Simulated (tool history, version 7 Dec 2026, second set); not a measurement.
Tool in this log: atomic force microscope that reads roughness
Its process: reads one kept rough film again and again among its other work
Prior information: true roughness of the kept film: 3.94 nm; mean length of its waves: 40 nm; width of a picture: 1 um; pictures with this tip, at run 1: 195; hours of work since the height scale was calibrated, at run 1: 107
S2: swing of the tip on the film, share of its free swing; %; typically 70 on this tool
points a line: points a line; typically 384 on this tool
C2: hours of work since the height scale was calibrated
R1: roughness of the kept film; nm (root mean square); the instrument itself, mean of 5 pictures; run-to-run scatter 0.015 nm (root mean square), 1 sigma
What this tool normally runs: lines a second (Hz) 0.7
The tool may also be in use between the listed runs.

{"run": 1, "day": 0.0, "lines a second (Hz)": 0.7, "S2": 70, "points a line": 384, "pictures with this tip": 195, "C2": 107, "R1": 2.961}
{"run": 2, "day": 0.625, "lines a second (Hz)": 0.7, "S2": 70, "points a line": 384, "pictures with this tip": 214, "C2": 117, "R1": 2.918}
{"run": 3, "day": 1.454, "lines a second (Hz)": 0.7, "S2": 70, "points a line": 499, "pictures with this tip": 240, "C2": 131, "R1": 2.881}
{"run": 4, "day": 1.917, "lines a second (Hz)": 0.7, "S2": 70, "points a line": 499, "pictures with this tip": 254, "C2": 139, "R1": 2.848}
{"run": 5, "day": 2.312, "lines a second (Hz)": 0.7, "S2": 76, "points a line": 384, "pictures with this tip": 267, "C2": 146, "R1": 2.804}
{"run": 6, "day": 2.679, "lines a second (Hz)": 0.7, "S2": 76, "points a line": 384, "pictures with this tip": 278, "C2": 152, "R1": 2.789}
{"day": 3.258, "done": "new tip fitted"}
{"run": 7, "day": 3.375, "lines a second (Hz)": 0.7, "S2": 70, "points a line": 384, "pictures with this tip": 4, "C2": 164, "R1": 3.504}
{"run": 8, "day": 3.858, "lines a second (Hz)": 3.149, "S2": 70, "points a line": 384, "pictures with this tip": 19, "C2": 172, "R1": 3.206}
{"run": 9, "day": 4.729, "lines a second (Hz)": 3.149, "S2": 70, "points a line": 384, "pictures with this tip": 46, "C2": 187, "R1": 3.145}
{"run": 10, "day": 5.496, "lines a second (Hz)": 3.149, "S2": 70, "points a line": 384, "pictures with this tip": 70, "C2": 200, "R1": 3.072}
{"run": 11, "day": 6.017, "lines a second (Hz)": 0.7, "S2": 70, "points a line": 384, "pictures with this tip": 86, "C2": 209, "R1": 3.244}
{"run": 12, "day": 6.8, "lines a second (Hz)": 0.7, "S2": 84, "points a line": 384, "pictures with this tip": 110, "C2": 222, "R1": 3.112}
{"run": 13, "day": 7.633, "lines a second (Hz)": 0.7, "S2": 84, "points a line": 384, "pictures with this tip": 136, "C2": 236, "R1": 3.052}
{"run": 14, "day": 8.275, "lines a second (Hz)": 0.7, "S2": 84, "points a line": 384, "pictures with this tip": 156, "C2": 247, "R1": 3.02}
{"run": 15, "day": 8.667, "lines a second (Hz)": 0.7, "S2": 70, "points a line": 384, "pictures with this tip": 168, "C2": 254, "R1": 3.036}
{"run": 16, "day": 9.108, "lines a second (Hz)": 0.7, "S2": 70, "points a line": 384, "pictures with this tip": 182, "C2": 261, "R1": 3.013}
{"run": 17, "day": 9.892, "lines a second (Hz)": 0.7, "S2": 70, "points a line": 384, "pictures with this tip": 206, "C2": 275, "R1": 2.96}
{"run": 18, "day": 10.517, "lines a second (Hz)": 0.7, "S2": 70, "points a line": 384, "pictures with this tip": 226, "C2": 285, "R1": 2.925}
{"run": 19, "day": 11.308, "lines a second (Hz)": 0.7, "S2": 70, "points a line": 384, "pictures with this tip": 250, "C2": 299, "R1": 2.867}
{"run": 20, "day": 11.75, "lines a second (Hz)": 0.7, "S2": 70, "points a line": 384, "pictures with this tip": 264, "C2": 306, "R1": 2.84}
{"run": 21, "day": 12.233, "lines a second (Hz)": 0.7, "S2": 71, "points a line": 488, "pictures with this tip": 279, "C2": 314, "R1": 2.814}
{"run": 22, "day": 12.675, "lines a second (Hz)": 0.7, "S2": 71, "points a line": 488, "pictures with this tip": 293, "C2": 322, "R1": 2.771}
{"day": 12.779, "done": "new tip fitted"}
{"run": 23, "day": 13.312, "lines a second (Hz)": 3.337, "S2": 66, "points a line": 384, "pictures with this tip": 17, "C2": 332, "R1": 3.265}
{"day": 13.408, "done": "height scale calibrated on a step standard"}
{"run": 24, "day": 13.879, "lines a second (Hz)": 0.906, "S2": 66, "points a line": 737, "pictures with this tip": 33, "C2": 8, "R1": 3.422}
{"run": 25, "day": 14.596, "lines a second (Hz)": 0.906, "S2": 66, "points a line": 737, "pictures with this tip": 55, "C2": 20, "R1": 3.364}
{"run": 26, "day": 15.283, "lines a second (Hz)": 1.673, "S2": 66, "points a line": 737, "pictures with this tip": 76, "C2": 32, "R1": 3.214}
{"day": 15.946, "done": "height scale calibrated on a step standard, once more"}
{"run": 27, "day": 16.133, "lines a second (Hz)": 0.7, "S2": 84, "points a line": 993, "pictures with this tip": 102, "C2": 3, "R1": 3.13}
{"run": 28, "day": 16.692, "lines a second (Hz)": 1.121, "S2": 63, "points a line": 427, "pictures with this tip": 119, "C2": 13, "R1": 3.154}
{"run": 29, "day": 17.317, "lines a second (Hz)": 1.121, "S2": 63, "points a line": 427, "pictures with this tip": 138, "C2": 23, "R1": 3.08}
{"run": 30, "day": 17.854, "lines a second (Hz)": 1.121, "S2": 63, "points a line": 427, "pictures with this tip": 155, "C2": 32, "R1": 3.05}
{"run": 31, "day": 18.454, "lines a second (Hz)": 2.632, "S2": 58, "points a line": 306, "pictures with this tip": 174, "C2": 43, "R1": 2.953}
{"run": 32, "day": 19.175, "lines a second (Hz)": 1.434, "S2": 78, "points a line": 384, "pictures with this tip": 196, "C2": 55, "R1": 2.85}
{"run": 33, "day": 19.612, "lines a second (Hz)": 1.304, "S2": 71, "points a line": 475, "pictures with this tip": 210, "C2": 62, "R1": 2.888}
{"run": 34, "day": 20.217, "lines a second (Hz)": 0.734, "S2": 70, "points a line": 446, "pictures with this tip": 228, "C2": 73, "R1": 2.899}
{"run": 35, "day": 20.608, "lines a second (Hz)": 1.307, "S2": 77, "points a line": 384, "pictures with this tip": 240, "C2": 79, "R1": 2.768}
{"run": 36, "day": 21.254, "lines a second (Hz)": 0.7, "S2": 71, "points a line": 384, "pictures with this tip": 260, "C2": 90, "R1": 2.82}
{"run": 37, "day": 21.654, "lines a second (Hz)": 0.7, "S2": 71, "points a line": 384, "pictures with this tip": 273, "C2": 97, "R1": 2.791}
{"day": 22.371, "done": "new tip fitted"}
{"run": 38, "day": 22.483, "lines a second (Hz)": 1.832, "S2": 57, "points a line": 433, "pictures with this tip": 4, "C2": 111, "R1": 3.49}
{"run": 39, "day": 22.938, "lines a second (Hz)": 1.832, "S2": 57, "points a line": 433, "pictures with this tip": 18, "C2": 119, "R1": 3.445}

4 options for the next run, each taken on its own from the tool as it stands now. Forecast them:
{"run": "A", "day": 23.471, "lines a second (Hz)": 2.325, "S2": 63, "points a line": 384, "pictures with this tip": 35, "C2": 128, "R1": "?"}
{"run": "B", "day": 23.471, "lines a second (Hz)": 0.688, "S2": 73, "points a line": 456, "pictures with this tip": 35, "C2": 128, "R1": "?"}
{"run": "C", "day": 23.471, "lines a second (Hz)": 2.622, "S2": 65, "points a line": 384, "pictures with this tip": 35, "C2": 128, "R1": "?"}
{"run": "D", "day": 23.471, "lines a second (Hz)": 1.056, "S2": 63, "points a line": 766, "pictures with this tip": 35, "C2": 128, "R1": "?"}

run=A R1=3.333
run=B R1=3.399
run=C R1=3.259
run=D R1=3.408
Without the tool's unlogged condition, the same runs would have read:
run=A R1=3.432
run=B R1=3.501
run=C R1=3.355
run=D R1=3.509
